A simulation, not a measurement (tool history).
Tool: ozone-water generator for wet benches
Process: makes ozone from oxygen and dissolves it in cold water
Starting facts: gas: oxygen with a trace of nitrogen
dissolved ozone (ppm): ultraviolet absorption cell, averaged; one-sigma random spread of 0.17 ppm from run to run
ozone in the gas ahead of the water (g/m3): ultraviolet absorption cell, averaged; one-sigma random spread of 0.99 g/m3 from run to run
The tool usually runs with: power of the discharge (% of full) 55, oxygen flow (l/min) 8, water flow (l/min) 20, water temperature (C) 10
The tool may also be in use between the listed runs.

run    hour  power of the discharge (% of full)  oxygen flow (l/min)  water flow (l/min)  water temperature (C)  dissolved ozone (ppm)  ozone in the gas ahead of the water (g/m3)
  1       0                                  55                    8                  20                     10                   22.2                                       167.3
  2    52.2                                  55                    8                  20                     10                   22.2                                       165.3
  3   106.6                                  55                    8                  20                     10                     22                                         167
  4   158.3                                  63                    8                  20                     10                   24.3                                       185.6
  5   221.9                                  63                    8                  20                     10                   24.2                                       184.2
  6     285                                  63                    8                  20                     10                   24.3                                       182.1
  7   346.8                                  63                    8                  20                     10                   24.6                                         186
  8     398                                  63                    8                  20                     11                   23.8                                       182.7
  9   443.2                                  63                    8                  20                     11                   24.1                                       183.6
 10     505                                  55                  4.1                  20                     10                   22.6                                       253.9
 11   547.2                                  55                  4.1                  20                     10                   22.6                                       254.9
 12     610                                  55                  4.1                  20                     10                   22.5                                       253.2
 13   676.7                                  55                  4.1                  20                     10                   22.9                                       252.2
 14   724.7                                  55                    8                  20                     10                   21.8                                       166.3
 15   783.6                                  55                    8                  20                     10                   21.8                                         166
 16   841.6                                  55                    8                  20                     10                   21.5                                       164.5
      850.5  -- contactor cleaned
 17   901.4                                  59                 4.31                  20                     10                   23.7                                       254.9
 18   929.8                                  55                 9.08                  20                      6                   22.5                                       152.5
 19     960                                  99                    8                  29                     10                   24.5                                       256.1
 20  1010.8                                  99                    8                  29                     10                     24                                       255.5
 21  1054.2                                  66                 5.01                  20                      6                   26.8                                       255.1
 22  1119.2                                  70                10.67                  13                      6                   34.9                                       164.8
 23  1183.2                                  70                10.67                  13                      6                   34.4                                       164.9
     1218.3  -- contactor cleaned, once more
 24  1239.6                                  46                  8.9                  25                      7                   16.5                                       133.2
 25  1283.3                                  46                  8.9                  31                      7                   13.8                                       132.6
 26  1334.9                                  52                    8                  20                     10                   21.1                                       157.7
 27  1392.8                                  52                 6.14                  20                     10                   21.6                                       188.6
 28  1446.9                                  90                    8                  20                     10                   32.2                                       235.4
 29  1496.9                                  55                 9.97                  20                     15                   19.4                                       140.6
 30  1539.3                                  55                    8                  12                      5                     34                                       164.7
 31  1597.2                                  55                    8                  12                      5                   34.2                                       165.3

Each row is a separate what-if for the run after 31, all from the same tool condition, not one after another. Results?
  A  1629.3                                  55                 7.16                  29                      7                      ?                                           ?
  B  1629.3                                  91                    8                  17                      5                      ?                                           ?
  C  1629.3                                  55                    8                  16                     17                      ?                                           ?
  D  1629.3                                  71                    8                  20                     11                      ?                                           ?

run  dissolved ozone (ppm)  ozone in the gas ahead of the water (g/m3)
  A                   16.8                                       176.1
  B                   38.9                                       238.7
  C                   22.4                                         165
  D                   26.3                                       198.8
Had the tool no hidden state, the same runs would have come out as:
run  dissolved ozone (ppm)  ozone in the gas ahead of the water (g/m3)
  A                   17.6                                       182.9
  B                   41.5                                       252.2
  C                   23.5                                       171.4
  D                   27.8                                       208.3

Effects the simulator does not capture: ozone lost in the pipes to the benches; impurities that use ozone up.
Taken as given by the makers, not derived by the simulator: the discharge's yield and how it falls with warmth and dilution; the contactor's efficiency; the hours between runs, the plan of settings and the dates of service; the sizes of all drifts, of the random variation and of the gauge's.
